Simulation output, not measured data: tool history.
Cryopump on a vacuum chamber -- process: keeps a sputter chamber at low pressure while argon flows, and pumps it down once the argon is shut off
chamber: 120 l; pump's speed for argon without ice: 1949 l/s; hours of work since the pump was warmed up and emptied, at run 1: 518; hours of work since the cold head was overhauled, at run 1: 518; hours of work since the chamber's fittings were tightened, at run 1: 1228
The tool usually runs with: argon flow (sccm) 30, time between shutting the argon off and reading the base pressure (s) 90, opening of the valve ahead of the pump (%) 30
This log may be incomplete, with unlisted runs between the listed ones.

run,hour,argon flow (sccm),time between shutting the argon off and reading the base pressure (s),opening of the valve ahead of the pump (%),hours of work since the pump was warmed up and emptied,hours of work since the cold head was overhauled,hours of work since the chamber's fittings were tightened,pressure while argon flows (Pa),pressure after the wait (uPa)
1,0,30,90,30,518,518,1228,0.0903,1.38
2,59.7,30,90,29,546,546,1256,0.0918,1.34
3,109.2,30,90,29,570,570,1280,0.0934,1.4
4,167.6,30,90,29,597,597,1307,0.0935,1.46
5,224.9,30,90,29,624,624,1334,0.0945,1.42
6,295.7,30,90,29,658,658,1368,0.0929,1.4
7,351,30,90,29,684,684,1394,0.0942,1.44
8,398.3,30,292,29,706,706,1416,0.0938,1
9,469.3,30,292,29,740,740,1450,0.0953,1
10,524,30,292,29,766,766,1476,0.0947,1.01
11,563.8,30,90,30,785,785,1495,0.0926,1.55
12,616.8,30,90,30,810,810,1520,0.0925,1.49
13,683.2,30,90,30,841,841,1551,0.0921,1.58
14,727,30,90,30,862,862,1572,0.0934,1.53
15,792.1,30,90,30,893,893,1603,0.0928,1.58
16,845.8,30,90,31,918,918,1628,0.09,1.51
17,879,30,90,30,934,934,1644,0.0925,1.59
18,921.6,25,99,42,954,954,1664,0.0564,1.54
19,965.3,25,99,42,975,975,1685,0.0564,1.63
20,1003.8,30,74,40,993,993,1703,0.071,1.81
21,1040.5,12,21,42,1010,1010,1720,0.0279,4.08
22,1077,12,21,42,1027,1027,1737,0.0277,3.99
23,1136.1,30,90,53,1055,1055,1765,0.056,1.75
24,1183.7,40,78,19,1078,1078,1788,0.1926,1.81
25,1212.8,13,25,30,1092,1092,1802,0.0416,3.66
26,1246.9,13,23,33,1108,1108,1818,0.0373,4
# hour 1296.1: pump warmed up, emptied and cooled again
27,1313.1,13,98,53,8,1137,1847,0.0217,1.48
28,1357.7,29,107,30,29,1158,1868,0.0838,1.4
29,1417.3,29,107,30,57,1186,1896,0.0849,1.45
30,1454.8,29,107,30,75,1204,1914,0.0861,1.43
31,1508.2,41,65,39,100,1229,1939,0.0925,1.87
32,1579.5,41,65,39,134,1263,1973,0.0933,1.87
33,1614.9,17,22,30,151,1280,1990,0.0506,3.88

Predict each of these 4 candidate next runs independently; none follows another, all start after run 33:
A,1653.6,18,90,30,169,1298,2008,?,?
B,1653.6,17,22,22,169,1298,2008,?,?
C,1653.6,17,84,30,169,1298,2008,?,?
D,1653.6,40,115,20,169,1298,2008,?,?

run,pressure while argon flows (Pa),pressure after the wait (uPa)
A,0.0523,1.7
B,0.0678,3.79
C,0.0498,1.66
D,0.1768,1.44
With no hidden state in the tool, these same runs would have given:
run,pressure while argon flows (Pa),pressure after the wait (uPa)
A,0.0513,0.92
B,0.067,3.04
C,0.0489,0.91
D,0.1747,0.69
